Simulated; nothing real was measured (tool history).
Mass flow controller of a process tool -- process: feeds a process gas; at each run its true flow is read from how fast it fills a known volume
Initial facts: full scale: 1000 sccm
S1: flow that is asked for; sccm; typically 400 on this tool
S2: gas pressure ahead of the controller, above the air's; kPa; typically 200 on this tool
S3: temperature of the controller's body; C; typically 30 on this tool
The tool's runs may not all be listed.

run 1 hour=0.0 | S1=400 S2=200 S3=30 | true_flow_(%)=97.67
run 2 hour=224.2 | S1=400 S2=200 S3=30 | true_flow_(%)=97.65
run 3 hour=484.3 | S1=400 S2=200 S3=30 | true_flow_(%)=97.67
run 4 hour=688.1 | S1=400 S2=200 S3=30 | true_flow_(%)=97.65
run 5 hour=952.8 | S1=212 S2=200 S3=30 | true_flow_(%)=97.74
run 6 hour=1230.6 | S1=212 S2=200 S3=30 | true_flow_(%)=97.75
run 7 hour=1560.4 | S1=212 S2=200 S3=30 | true_flow_(%)=97.85
run 8 hour=1931.1 | S1=212 S2=200 S3=30 | true_flow_(%)=97.94
run 9 hour=2156.1 | S1=272 S2=200 S3=28 | true_flow_(%)=97.93

Run 10, settings as shown, results not yet in. Your forecast:
run 10 hour=2496.5 | S1=272 S2=200 S3=28 | true_flow_(%)=?

{"run 10": {"true flow (%)": 97.98}}
The same run, on a tool lacking any hidden state, would have yielded true flow (%) 97.20.

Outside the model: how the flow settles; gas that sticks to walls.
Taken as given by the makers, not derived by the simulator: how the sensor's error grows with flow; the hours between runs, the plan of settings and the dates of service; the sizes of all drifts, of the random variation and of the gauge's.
